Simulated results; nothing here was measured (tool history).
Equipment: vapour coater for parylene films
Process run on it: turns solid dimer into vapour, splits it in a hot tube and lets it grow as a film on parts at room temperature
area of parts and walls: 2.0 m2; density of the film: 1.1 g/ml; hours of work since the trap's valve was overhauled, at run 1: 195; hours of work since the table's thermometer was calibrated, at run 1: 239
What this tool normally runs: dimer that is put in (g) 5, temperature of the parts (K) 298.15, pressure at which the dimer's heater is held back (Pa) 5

| run | day | dimer that is put in (g) | temperature of the parts (K) | pressure at which the dimer's heater is held back (Pa) | hours of work since the trap's valve was overhauled | hours of work since the table's thermometer was calibrated | thickness of the film (µm) |
|---|---|---|---|---|---|---|---|
| 1 | 0 | 5 | 298.15 | 5 | 195 | 239 | 1.166 |
| 2 | 0.842 | 5 | 301.15 | 5 | 211 | 255 | 1.04 |
| 3 | 1.558 | 5 | 298.15 | 5 | 225 | 269 | 1.164 |
| 4 | 2.55 | 3 | 298.15 | 5 | 244 | 288 | 0.701 |
| 5 | 3.238 | 5 | 309.15 | 5 | 257 | 301 | 0.76 |
| 6 | 4.025 | 5 | 309.15 | 5 | 272 | 316 | 0.759 |
| 7 | 4.842 | 7 | 298.15 | 5 | 288 | 332 | 1.638 |
| 8 | 5.667 | 5 | 298.15 | 5 | 304 | 348 | 1.155 |
| 9 | 6.45 | 5 | 298.15 | 5 | 319 | 363 | 1.159 |
| 10 | 6.892 | 5 | 298.15 | 5 | 328 | 372 | 1.153 |
| 11 | 7.733 | 5 | 298.15 | 5 | 344 | 388 | 1.152 |
| 12 | 8.333 | 2 | 298.15 | 5 | 356 | 400 | 0.461 |
| 13 | 8.925 | 2 | 298.15 | 5 | 367 | 411 | 0.462 |
| 14 | 9.342 | 2 | 298.15 | 5 | 375 | 419 | 0.46 |
| 15 | 10.2 | 2 | 307.15 | 5 | 392 | 436 | 0.327 |
| 16 | 11.121 | 3 | 298.15 | 5 | 409 | 453 | 0.691 |
| 17 | 11.683 | 3 | 298.15 | 5 | 420 | 464 | 0.691 |
| 18 | 12.479 | 3 | 298.15 | 5 | 436 | 480 | 0.686 |
| 19 | 13.158 | 4 | 298.15 | 7.93 | 449 | 493 | 0.861 |
|  | 13.417 | trap's valve overhauled |
| 20 | 13.854 | 7 | 305.15 | 5 | 8 | 503 | 1.221 |
| 21 | 14.662 | 7 | 305.15 | 5 | 24 | 519 | 1.217 |
| 22 | 15.188 | 7 | 292.15 | 2.96 | 34 | 529 | 2.144 |
| 23 | 15.721 | 7 | 292.15 | 2.96 | 44 | 539 | 2.146 |
| 24 | 16.425 | 3 | 298.15 | 3.08 | 58 | 553 | 0.723 |
| 25 | 17.058 | 5 | 298.15 | 3.58 | 70 | 565 | 1.187 |
| 26 | 17.688 | 2 | 307.15 | 3.46 | 83 | 577 | 0.337 |
|  | 18.271 | trap's valve overhauled, once more |
| 27 | 18.608 | 5 | 298.15 | 7.76 | 6 | 592 | 1.117 |
| 28 | 19.454 | 5 | 298.15 | 7.76 | 23 | 608 | 1.126 |
| 29 | 20.392 | 5 | 298.15 | 7.76 | 41 | 626 | 1.116 |
| 30 | 20.896 | 5 | 298.15 | 7.76 | 51 | 636 | 1.124 |
| 31 | 21.467 | 5 | 298.15 | 7.76 | 62 | 647 | 1.125 |
| 32 | 22.2 | 5 | 298.15 | 7.76 | 76 | 661 | 1.127 |

Below are 4 alternative next runs, each starting from the tool's condition after run 32. Predict each:
| A | 22.696 | 5 | 298.15 | 5.05 | 85 | 671 | ? |
| B | 22.696 | 7 | 299.15 | 5 | 85 | 671 | ? |
| C | 22.696 | 5 | 298.15 | 2.29 | 85 | 671 | ? |
| D | 22.696 | 8 | 298.15 | 7.76 | 85 | 671 | ? |

| run | thickness of the film (µm) |
|---|---|
| A | 1.19 |
| B | 1.611 |
| C | 1.334 |
| D | 1.792 |
With no hidden state in the tool, these same runs would have given:
| run | thickness of the film (µm) |
|---|---|
| A | 1.177 |
| B | 1.593 |
| C | 1.32 |
| D | 1.773 |
